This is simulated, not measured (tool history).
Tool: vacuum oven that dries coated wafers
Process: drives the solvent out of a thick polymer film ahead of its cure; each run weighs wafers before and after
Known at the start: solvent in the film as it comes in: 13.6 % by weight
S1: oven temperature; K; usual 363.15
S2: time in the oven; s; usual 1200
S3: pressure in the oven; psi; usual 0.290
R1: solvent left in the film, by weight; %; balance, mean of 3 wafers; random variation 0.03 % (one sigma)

run	day	S1	S2	S3	R1
1	0.000	363.15	1200	0.290	3.97
2	0.550	363.15	1200	0.290	3.93
3	0.921	363.15	1200	0.290	3.95
4	1.196	363.15	1200	0.290	3.94
5	1.779	363.15	1200	0.290	3.99
6	2.308	363.15	2100	0.290	3.52
7	2.588	363.15	2100	0.290	3.50
8	3.033	363.15	2100	0.290	3.45
9	3.400	363.15	2100	0.996	11.30
10	3.862	363.15	2100	0.996	11.30
11	4.229	363.15	2100	0.996	11.28
12	4.675	363.15	2100	0.996	11.26
13	5.112	363.15	2100	0.996	11.26
14	5.654	363.15	2100	0.996	11.33
15	5.929	363.15	2100	0.996	11.39
16	6.488	363.15	2100	0.996	11.29
17	6.917	363.15	2100	0.996	11.39
18	7.450	363.15	1200	0.290	3.97
19	7.854	363.15	1200	0.377	4.86
20	8.179	374.15	2040	0.290	2.29
21	8.683	374.15	2040	0.290	2.30
22	8.938	378.15	1080	0.157	1.12
23	9.283	355.15	1320	0.328	6.34
24	9.825	363.15	1140	0.773	9.11
25	10.079	359.15	1200	0.290	4.93
26	10.333	363.15	840	0.643	8.19
27	10.654	363.15	840	0.643	8.12
# day 10.767: oven's thermocouples calibrated
28	11.108	363.15	840	0.643	8.06
29	11.371	370.15	840	0.643	5.96
30	11.879	368.15	1620	0.258	2.64
31	12.125	368.15	1620	0.258	2.62
32	12.633	365.15	1020	0.196	2.86
33	12.888	365.15	1020	0.196	2.89
34	13.229	366.15	780	0.189	3.19
35	13.621	363.15	1980	0.801	9.23
36	14.033	363.15	1920	0.199	2.54
# day 14.467: oven's thermocouples calibrated, once more
37	14.592	349.15	600	1.002	13.56
38	15.150	349.15	600	1.002	13.50

Forecast each of these 3 alternatives for the next run:
A	15.742	363.15	660	0.286	?
B	15.742	352.15	1200	0.519	?
C	15.742	357.15	2040	0.189	?

run	R1
A	5.48
B	10.46
C	3.40
Without the tool's hidden state the same runs would have given:
run	R1
A	5.25
B	10.13
C	3.12
